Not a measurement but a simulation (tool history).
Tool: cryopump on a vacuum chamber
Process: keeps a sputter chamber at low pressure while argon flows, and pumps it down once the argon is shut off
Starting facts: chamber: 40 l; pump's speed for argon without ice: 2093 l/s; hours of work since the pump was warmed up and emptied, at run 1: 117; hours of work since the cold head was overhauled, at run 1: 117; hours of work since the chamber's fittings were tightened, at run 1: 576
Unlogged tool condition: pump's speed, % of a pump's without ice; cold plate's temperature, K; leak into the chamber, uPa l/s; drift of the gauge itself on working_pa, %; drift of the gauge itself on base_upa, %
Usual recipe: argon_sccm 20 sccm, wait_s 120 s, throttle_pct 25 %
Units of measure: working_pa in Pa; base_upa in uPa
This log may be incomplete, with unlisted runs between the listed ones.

run,hour,argon_sccm,wait_s,throttle_pct,hours of work since the pump was warmed up and emptied,hours of work since the cold head was overhauled,hours of work since the chamber's fittings were tightened,working_pa,base_upa
1,0.0,20,120,25,117,117,576,0.0654,0.69
2,25.5,20,120,33,132,132,591,0.0498,0.71
3,62.1,14,120,25,153,153,613,0.0453,0.78
4,78.1,14,120,25,163,163,622,0.0465,0.72
5,94.0,14,120,25,172,172,632,0.0457,0.75
6,124.5,20,96,25,190,190,650,0.0656,0.85
7,146.4,31,96,25,203,203,663,0.1031,0.79
8,167.5,20,272,25,215,215,675,0.0659,0.64
9,205.1,20,272,25,238,238,697,0.0658,0.69
10,237.0,20,272,25,256,256,716,0.0667,0.69
11,269.8,20,272,25,276,276,735,0.0663,0.70
12,304.0,20,272,25,296,296,756,0.0658,0.74
13,340.9,20,120,25,318,318,777,0.0672,0.90
14,373.1,8,120,25,337,337,796,0.0270,0.91
15,391.6,8,120,25,348,348,807,0.0268,0.89
16,420.5,8,120,25,365,365,824,0.0274,0.91
17,453.2,8,120,25,384,384,844,0.0266,0.94
18,488.1,28,70,35,405,405,864,0.0682,1.05
19,520.5,28,70,35,424,424,884,0.0681,1.14
20,541.8,20,51,27,437,437,896,0.0634,1.31
# hour 561.4: pump warmed up, emptied and cooled again
21,581.7,20,266,19,12,457,917,0.0856,0.81
22,616.0,21,266,26,32,477,937,0.0660,0.73
23,632.6,10,120,27,42,487,947,0.0302,0.89
24,668.5,24,49,18,63,508,968,0.1085,1.18
25,695.1,39,120,46,79,524,984,0.0699,0.93
26,710.8,39,120,46,88,533,993,0.0699,0.94
27,748.8,39,120,46,111,556,1015,0.0697,0.98
28,779.3,17,120,51,129,574,1033,0.0278,0.99
29,809.7,34,222,23,147,592,1051,0.1221,0.94
30,841.4,9,120,23,165,610,1070,0.0316,1.00
31,866.6,20,37,39,180,625,1085,0.0433,1.49
32,902.3,15,42,39,201,646,1106,0.0324,1.45
33,937.7,20,65,25,222,667,1127,0.0660,1.25

Branching from run 33: 5 alternative next runs. What would each branch give?
A,973.0,10,78,20,243,688,1148,?,?
B,973.0,17,120,25,243,688,1148,?,?
C,973.0,20,57,25,243,688,1148,?,?
D,973.0,20,98,25,243,688,1148,?,?
E,973.0,12,74,32,243,688,1148,?,?

run,working_pa,base_upa
A,0.0411,1.23
B,0.0573,1.10
C,0.0667,1.30
D,0.0662,1.10
E,0.0308,1.26
With the hidden condition removed and each run's random variation left untouched, the same runs would have given:
run,working_pa,base_upa
A,0.0403,0.49
B,0.0558,0.38
C,0.0650,0.59
D,0.0645,0.38
E,0.0298,0.54
